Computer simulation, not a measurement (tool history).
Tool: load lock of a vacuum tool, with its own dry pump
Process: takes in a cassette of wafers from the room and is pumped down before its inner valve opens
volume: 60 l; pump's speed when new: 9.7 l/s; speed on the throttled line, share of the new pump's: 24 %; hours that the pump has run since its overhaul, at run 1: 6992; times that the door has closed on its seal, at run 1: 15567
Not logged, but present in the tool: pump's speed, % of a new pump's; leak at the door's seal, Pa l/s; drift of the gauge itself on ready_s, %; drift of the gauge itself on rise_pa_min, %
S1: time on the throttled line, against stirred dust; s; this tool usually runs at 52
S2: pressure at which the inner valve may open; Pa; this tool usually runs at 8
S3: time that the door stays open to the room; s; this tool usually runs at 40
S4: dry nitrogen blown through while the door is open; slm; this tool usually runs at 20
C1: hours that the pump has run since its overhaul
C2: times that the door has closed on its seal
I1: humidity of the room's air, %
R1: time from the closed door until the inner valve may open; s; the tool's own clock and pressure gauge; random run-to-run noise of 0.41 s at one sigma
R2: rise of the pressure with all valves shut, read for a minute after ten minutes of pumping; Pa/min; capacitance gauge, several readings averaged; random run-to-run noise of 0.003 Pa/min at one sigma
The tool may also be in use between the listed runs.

{"run": 1, "day": 0.0, "S1": 52, "S2": 8, "S3": 40, "S4": 20, "C1": 6992, "C2": 15567, "I1": 44.3, "R1": 102.3, "R2": 0.075}
{"run": 2, "day": 18.3, "S1": 52, "S2": 8, "S3": 40, "S4": 20, "C1": 7431, "C2": 17635, "I1": 45.7, "R1": 102.5, "R2": 0.082}
{"run": 3, "day": 28.95, "S1": 52, "S2": 8, "S3": 32, "S4": 20, "C1": 7687, "C2": 18840, "I1": 44.8, "R1": 102.4, "R2": 0.083}
{"run": 4, "day": 42.717, "S1": 52, "S2": 8, "S3": 32, "S4": 20, "C1": 8017, "C2": 20396, "I1": 47.2, "R1": 101.3, "R2": 0.093}
{"run": 5, "day": 52.521, "S1": 52, "S2": 8, "S3": 117, "S4": 20, "C1": 8253, "C2": 21505, "I1": 45.7, "R1": 102.7, "R2": 0.11}
{"run": 6, "day": 62.425, "S1": 52, "S2": 8, "S3": 40, "S4": 5, "C1": 8490, "C2": 22624, "I1": 42.0, "R1": 102.8, "R2": 0.102}
{"run": 7, "day": 73.0, "S1": 52, "S2": 8, "S3": 40, "S4": 5, "C1": 8744, "C2": 23820, "I1": 43.3, "R1": 103.1, "R2": 0.114}
{"run": 8, "day": 90.196, "S1": 26, "S2": 8, "S3": 40, "S4": 20, "C1": 9157, "C2": 25764, "I1": 45.6, "R1": 84.0, "R2": 0.119}
{"run": 9, "day": 103.662, "S1": 26, "S2": 8, "S3": 40, "S4": 20, "C1": 9480, "C2": 27287, "I1": 43.2, "R1": 84.3, "R2": 0.118}
{"run": 10, "day": 117.633, "S1": 26, "S2": 8, "S3": 40, "S4": 20, "C1": 9815, "C2": 28866, "I1": 49.2, "R1": 84.2, "R2": 0.135}
{"run": 11, "day": 128.429, "S1": 72, "S2": 8, "S3": 40, "S4": 20, "C1": 10074, "C2": 30087, "I1": 43.3, "R1": 117.4, "R2": 0.146}
{"run": 12, "day": 143.85, "S1": 52, "S2": 8, "S3": 40, "S4": 20, "C1": 10445, "C2": 31831, "I1": 46.1, "R1": 104.1, "R2": 0.154}
{"run": 13, "day": 152.133, "S1": 52, "S2": 8, "S3": 40, "S4": 20, "C1": 10643, "C2": 32767, "I1": 41.7, "R1": 104.1, "R2": 0.159}
{"run": 14, "day": 167.083, "S1": 42, "S2": 15, "S3": 43, "S4": 20, "C1": 11002, "C2": 34457, "I1": 43.3, "R1": 92.0, "R2": 0.167}
{"run": 15, "day": 175.054, "S1": 74, "S2": 7, "S3": 91, "S4": 38, "C1": 11193, "C2": 35359, "I1": 45.3, "R1": 121.8, "R2": 0.174}
{"run": 16, "day": 185.308, "S1": 32, "S2": 8, "S3": 114, "S4": 20, "C1": 11439, "C2": 36518, "I1": 43.8, "R1": 90.1, "R2": 0.196}
{"run": 17, "day": 194.296, "S1": 32, "S2": 8, "S3": 114, "S4": 20, "C1": 11655, "C2": 37534, "I1": 43.8, "R1": 89.6, "R2": 0.194}
{"run": 18, "day": 212.258, "S1": 32, "S2": 8, "S3": 114, "S4": 20, "C1": 12086, "C2": 39565, "I1": 42.9, "R1": 89.8, "R2": 0.205}
{"run": 19, "day": 223.367, "S1": 32, "S2": 8, "S3": 114, "S4": 20, "C1": 12353, "C2": 40821, "I1": 45.1, "R1": 90.0, "R2": 0.215}
{"run": 20, "day": 237.229, "S1": 32, "S2": 8, "S3": 114, "S4": 20, "C1": 12686, "C2": 42388, "I1": 44.9, "R1": 90.2, "R2": 0.227}
{"run": 21, "day": 250.646, "S1": 32, "S2": 8, "S3": 114, "S4": 20, "C1": 13008, "C2": 43905, "I1": 43.9, "R1": 91.1, "R2": 0.248}
{"day": 255.038, "done": "dry pump taken out, an overhauled one fitted"}
{"run": 22, "day": 258.533, "S1": 32, "S2": 8, "S3": 114, "S4": 20, "C1": 84, "C2": 44769, "I1": 43.8, "R1": 82.8, "R2": 0.248}

Expected results for the next run?
{"run": 23, "day": 266.083, "S1": 58, "S2": 12, "S3": 31, "S4": 7, "C1": 265, "C2": 45623, "I1": 45.1, "R1": "?", "R2": "?"}

Run 23 yielded R1 99.8 s, R2 0.246 Pa/min.
With the hidden condition absent and the run-to-run variation left alone, this run would have shown R1 99.8 s, R2 0.023 Pa/min.
